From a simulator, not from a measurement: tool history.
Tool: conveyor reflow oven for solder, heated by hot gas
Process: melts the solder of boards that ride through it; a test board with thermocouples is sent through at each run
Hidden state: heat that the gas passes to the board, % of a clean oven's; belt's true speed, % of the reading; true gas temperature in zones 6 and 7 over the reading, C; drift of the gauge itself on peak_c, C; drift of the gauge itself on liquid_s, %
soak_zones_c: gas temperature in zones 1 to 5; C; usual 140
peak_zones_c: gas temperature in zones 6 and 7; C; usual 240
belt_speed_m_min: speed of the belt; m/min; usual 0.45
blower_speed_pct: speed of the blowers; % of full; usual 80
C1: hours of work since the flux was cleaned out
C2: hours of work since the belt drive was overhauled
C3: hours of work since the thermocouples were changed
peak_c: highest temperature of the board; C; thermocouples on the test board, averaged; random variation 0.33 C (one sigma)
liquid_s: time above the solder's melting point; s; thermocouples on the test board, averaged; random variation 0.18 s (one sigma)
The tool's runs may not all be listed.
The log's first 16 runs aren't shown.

run 17 hour=266.8 | soak_zones_c=140 peak_zones_c=240 belt_speed_m_min=0.464 blower_speed_pct=80 | C1=105 C2=172 C3=696 | peak_c=221.7 liquid_s=61.4
run 18 hour=285.1 | soak_zones_c=140 peak_zones_c=253 belt_speed_m_min=0.459 blower_speed_pct=86 | C1=115 C2=182 C3=705 | peak_c=233.7 liquid_s=69.5
run 19 hour=297 | soak_zones_c=140 peak_zones_c=253 belt_speed_m_min=0.459 blower_speed_pct=86 | C1=121 C2=188 C3=712 | peak_c=233.1 liquid_s=69.8
run 20 hour=309.5 | soak_zones_c=140 peak_zones_c=229 belt_speed_m_min=0.45 blower_speed_pct=79 | C1=128 C2=195 C3=718 | peak_c=212.3 liquid_s=56.6
run 21 hour=332.9 | soak_zones_c=140 peak_zones_c=229 belt_speed_m_min=0.45 blower_speed_pct=79 | C1=141 C2=207 C3=731 | peak_c=212.5 liquid_s=56.9
run 22 hour=348.2 | soak_zones_c=140 peak_zones_c=238 belt_speed_m_min=0.476 blower_speed_pct=63 | C1=149 C2=215 C3=739 | peak_c=215.5 liquid_s=54.6
run 23 hour=365.9 | soak_zones_c=140 peak_zones_c=254 belt_speed_m_min=0.496 blower_speed_pct=80 | C1=158 C2=225 C3=749 | peak_c=230 liquid_s=62.8
run 24 hour=378.1 | soak_zones_c=140 peak_zones_c=233 belt_speed_m_min=0.494 blower_speed_pct=80 | C1=165 C2=231 C3=755 | peak_c=212.9 liquid_s=51
run 25 hour=391.9 | soak_zones_c=140 peak_zones_c=233 belt_speed_m_min=0.494 blower_speed_pct=80 | C1=172 C2=239 C3=762 | peak_c=213.5 liquid_s=51.4
run 26 hour=408.9 | soak_zones_c=154 peak_zones_c=229 belt_speed_m_min=0.42 blower_speed_pct=54 | C1=181 C2=248 C3=771 | peak_c=213 liquid_s=66.8
run 27 hour=426.6 | soak_zones_c=140 peak_zones_c=248 belt_speed_m_min=0.444 blower_speed_pct=54 | C1=191 C2=257 C3=781 | peak_c=224.4 liquid_s=65.4
run 28 hour=439.5 | soak_zones_c=140 peak_zones_c=248 belt_speed_m_min=0.444 blower_speed_pct=54 | C1=197 C2=264 C3=788 | peak_c=224.2 liquid_s=65.7
run 29 hour=450 | soak_zones_c=151 peak_zones_c=229 belt_speed_m_min=0.413 blower_speed_pct=76 | C1=203 C2=270 C3=793 | peak_c=215.8 liquid_s=70.4
run 30 hour=468.1 | soak_zones_c=146 peak_zones_c=242 belt_speed_m_min=0.534 blower_speed_pct=69 | C1=213 C2=279 C3=803 | peak_c=216.6 liquid_s=51.6
run 31 hour=482.5 | soak_zones_c=138 peak_zones_c=246 belt_speed_m_min=0.538 blower_speed_pct=68 | C1=220 C2=287 C3=811 | peak_c=216.6 liquid_s=48.7

3 ways to go on from here, each from the tool as it stands after run 31. What would each give?
run A hour=501.4 | soak_zones_c=138 peak_zones_c=243 belt_speed_m_min=0.538 blower_speed_pct=68 | C1=231 C2=297 C3=821 | peak_c=? liquid_s=?
run B hour=501.4 | soak_zones_c=138 peak_zones_c=240 belt_speed_m_min=0.492 blower_speed_pct=84 | C1=231 C2=297 C3=821 | peak_c=? liquid_s=?
run C hour=501.4 | soak_zones_c=144 peak_zones_c=240 belt_speed_m_min=0.373 blower_speed_pct=53 | C1=231 C2=297 C3=821 | peak_c=? liquid_s=?

run=A peak_c=214.7 liquid_s=46.7
run=B peak_c=219.3 liquid_s=55.6
run=C peak_c=222.8 liquid_s=80.1
Without the tool's hidden state the same runs would have given:
run=A peak_c=217.4 liquid_s=48.8
run=B peak_c=222.1 liquid_s=57.5
run=C peak_c=225.3 liquid_s=81.8

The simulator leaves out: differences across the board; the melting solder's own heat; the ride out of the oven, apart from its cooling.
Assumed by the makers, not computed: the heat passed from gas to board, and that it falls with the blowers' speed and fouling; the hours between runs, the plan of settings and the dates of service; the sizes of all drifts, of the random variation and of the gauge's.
